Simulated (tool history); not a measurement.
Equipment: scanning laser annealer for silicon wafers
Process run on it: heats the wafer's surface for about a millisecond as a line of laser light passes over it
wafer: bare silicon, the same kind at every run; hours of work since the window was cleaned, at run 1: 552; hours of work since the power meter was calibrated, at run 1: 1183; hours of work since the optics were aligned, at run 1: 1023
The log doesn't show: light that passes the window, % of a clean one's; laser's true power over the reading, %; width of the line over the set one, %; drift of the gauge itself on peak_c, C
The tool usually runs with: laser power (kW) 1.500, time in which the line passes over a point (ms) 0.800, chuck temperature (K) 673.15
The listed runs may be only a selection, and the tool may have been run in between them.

run	hour	laser power (kW)	time in which the line passes over a point (ms)	chuck temperature (K)	hours of work since the window was cleaned	hours of work since the power meter was calibrated	hours of work since the optics were aligned	highest temperature of the surface (K)
1	0.0	1.500	0.800	673.15	552	1183	1023	1405.15
2	42.3	1.500	0.800	673.15	583	1214	1054	1408.15
# hour 66.8: window over the wafer cleaned
3	119.7	1.500	0.607	673.15	39	1270	1110	1337.15
4	170.4	1.500	0.607	673.15	77	1308	1148	1335.15
5	206.6	1.500	0.607	673.15	104	1335	1175	1332.15
6	288.3	1.500	0.607	673.15	165	1396	1236	1332.15
7	346.4	1.500	0.650	673.15	208	1439	1279	1352.15
8	394.1	1.500	0.650	673.15	243	1474	1314	1348.15
9	433.2	1.500	0.650	673.15	272	1503	1344	1350.15
10	500.3	1.371	0.650	673.15	322	1553	1393	1291.15
11	576.1	1.500	0.800	653.15	379	1610	1450	1394.15
12	619.6	1.500	0.800	653.15	411	1642	1482	1390.15
13	656.8	1.570	0.800	653.15	439	1670	1510	1423.15
14	725.3	1.570	0.800	653.15	490	1720	1561	1416.15
# hour 733.9: optics aligned, line set to its width
15	809.6	1.500	0.819	673.15	549	1779	56	1407.15
16	861.6	1.500	0.819	673.15	587	1818	95	1406.15
# hour 882.0: window over the wafer cleaned
17	912.1	1.374	0.800	673.15	22	1854	131	1369.15
18	957.7	1.374	0.800	673.15	56	1888	165	1365.15
19	998.5	1.525	0.800	655.15	87	1918	195	1413.15
# hour 1072.6: optics aligned, line set to its width, once more
20	1072.6	1.500	0.633	673.15	138	1970	0	1356.15
21	1108.6	1.500	0.572	671.15	165	1997	27	1319.15
22	1143.1	1.500	0.572	671.15	190	2022	52	1320.15
23	1213.7	1.500	0.572	671.15	243	2075	105	1317.15
24	1265.4	1.634	0.577	673.15	281	2113	143	1376.15
25	1345.4	1.541	0.938	683.15	341	2173	203	1516.15
26	1413.9	1.500	0.800	635.15	392	2224	254	1383.15
27	1452.9	1.500	0.800	635.15	421	2253	283	1380.15
28	1520.0	1.500	0.800	635.15	471	2302	333	1378.15
29	1596.5	1.420	0.800	673.15	528	2359	390	1382.15
30	1661.8	1.420	0.800	673.15	576	2408	438	1375.15
# hour 1695.9: window over the wafer cleaned
31	1741.2	1.343	0.800	673.15	34	2465	496	1362.15
32	1803.1	1.537	0.594	673.15	80	2512	542	1351.15
33	1869.0	1.537	0.594	673.15	129	2561	591	1349.15

Predict each of these 4 candidate next runs independently; none follows another, all start after run 33:
A	1941.6	1.537	0.764	673.15	183	2614	645	?
B	1941.6	1.450	0.659	673.15	183	2614	645	?
C	1941.6	1.561	0.594	688.15	183	2614	645	?
D	1941.6	1.497	0.574	701.15	183	2614	645	?

run	highest temperature of the surface (K)
A	1433.15
B	1341.15
C	1370.15
D	1346.15
Had the tool no hidden state, the same runs would have come out as:
run	highest temperature of the surface (K)
A	1442.15
B	1348.15
C	1378.15
D	1353.15

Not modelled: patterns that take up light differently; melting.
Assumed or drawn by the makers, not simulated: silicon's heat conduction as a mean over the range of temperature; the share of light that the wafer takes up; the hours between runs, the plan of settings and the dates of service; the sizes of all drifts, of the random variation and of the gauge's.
